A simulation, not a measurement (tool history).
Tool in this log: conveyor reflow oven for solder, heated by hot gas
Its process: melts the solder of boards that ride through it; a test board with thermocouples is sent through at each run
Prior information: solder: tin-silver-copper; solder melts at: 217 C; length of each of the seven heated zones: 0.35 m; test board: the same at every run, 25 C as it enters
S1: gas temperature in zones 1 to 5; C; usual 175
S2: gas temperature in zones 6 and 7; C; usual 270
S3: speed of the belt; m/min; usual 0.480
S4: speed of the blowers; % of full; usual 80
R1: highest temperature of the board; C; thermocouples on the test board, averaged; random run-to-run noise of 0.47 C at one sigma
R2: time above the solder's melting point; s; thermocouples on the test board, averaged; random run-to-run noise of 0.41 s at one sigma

run 1 hour=0.0 | S1=175 S2=270 S3=0.480 S4=80 | R1=254.8 R2=69.0
run 2 hour=13.7 | S1=175 S2=270 S3=0.480 S4=80 | R1=255.4 R2=69.4
run 3 hour=21.7 | S1=175 S2=270 S3=0.480 S4=85 | R1=256.8 R2=70.6
run 4 hour=28.9 | S1=175 S2=270 S3=0.480 S4=80 | R1=254.9 R2=69.7
run 5 hour=43.2 | S1=179 S2=270 S3=0.480 S4=80 | R1=256.6 R2=70.8
run 6 hour=52.8 | S1=175 S2=270 S3=0.480 S4=80 | R1=255.0 R2=69.0
run 7 hour=62.2 | S1=175 S2=270 S3=0.480 S4=80 | R1=255.6 R2=69.3
run 8 hour=69.8 | S1=175 S2=269 S3=0.480 S4=80 | R1=255.1 R2=68.9
run 9 hour=84.7 | S1=175 S2=269 S3=0.480 S4=80 | R1=254.5 R2=67.7
run 10 hour=95.2 | S1=175 S2=261 S3=0.480 S4=80 | R1=247.2 R2=62.7
run 11 hour=103.1 | S1=175 S2=261 S3=0.480 S4=80 | R1=247.9 R2=63.3
run 12 hour=112.7 | S1=187 S2=270 S3=0.480 S4=80 | R1=257.4 R2=74.9
run 13 hour=120.9 | S1=187 S2=270 S3=0.480 S4=80 | R1=257.5 R2=75.2
run 14 hour=129.4 | S1=187 S2=270 S3=0.480 S4=80 | R1=257.1 R2=74.6
run 15 hour=137.4 | S1=175 S2=270 S3=0.480 S4=53 | R1=247.7 R2=59.8
run 16 hour=146.9 | S1=175 S2=270 S3=0.480 S4=80 | R1=254.9 R2=68.2
run 17 hour=161.8 | S1=175 S2=270 S3=0.480 S4=80 | R1=255.8 R2=68.5
run 18 hour=169.7 | S1=179 S2=270 S3=0.552 S4=83 | R1=251.0 R2=58.6
run 19 hour=177.4 | S1=176 S2=260 S3=0.480 S4=88 | R1=247.6 R2=64.2
run 20 hour=187.4 | S1=176 S2=260 S3=0.480 S4=88 | R1=247.8 R2=63.7
run 21 hour=195.4 | S1=188 S2=274 S3=0.412 S4=87 | R1=265.4 R2=93.2
run 22 hour=207.6 | S1=170 S2=274 S3=0.412 S4=52 | R1=254.9 R2=76.3
run 23 hour=217.6 | S1=170 S2=274 S3=0.412 S4=52 | R1=254.7 R2=76.3
run 24 hour=228.8 | S1=163 S2=274 S3=0.412 S4=52 | R1=253.8 R2=71.7
run 25 hour=241.8 | S1=175 S2=271 S3=0.480 S4=80 | R1=256.2 R2=69.3
run 26 hour=250.5 | S1=175 S2=271 S3=0.480 S4=80 | R1=256.1 R2=68.2
run 27 hour=261.8 | S1=175 S2=284 S3=0.464 S4=74 | R1=266.3 R2=77.3
run 28 hour=277.1 | S1=166 S2=259 S3=0.501 S4=59 | R1=236.0 R2=41.7
run 29 hour=291.0 | S1=166 S2=269 S3=0.510 S4=59 | R1=244.0 R2=48.8
run 30 hour=306.0 | S1=177 S2=269 S3=0.510 S4=59 | R1=246.3 R2=55.4
run 31 hour=314.1 | S1=183 S2=271 S3=0.531 S4=63 | R1=248.5 R2=58.5

Predict each of these 4 candidate next runs independently; none follows another, all start after run 31:
run A hour=330.5 | S1=184 S2=270 S3=0.465 S4=80 | R1=? R2=?
run B hour=330.5 | S1=175 S2=270 S3=0.462 S4=51 | R1=? R2=?
run C hour=330.5 | S1=183 S2=270 S3=0.418 S4=84 | R1=? R2=?
run D hour=330.5 | S1=175 S2=271 S3=0.480 S4=74 | R1=? R2=?

run=A R1=256.9 R2=77.1
run=B R1=247.4 R2=62.2
run=C R1=259.4 R2=87.1
run=D R1=253.8 R2=66.8
Without the tool's hidden state the same runs would have given:
run=A R1=259.4 R2=78.9
run=B R1=249.7 R2=64.9
run=C R1=261.6 R2=88.7
run=D R1=256.5 R2=69.1
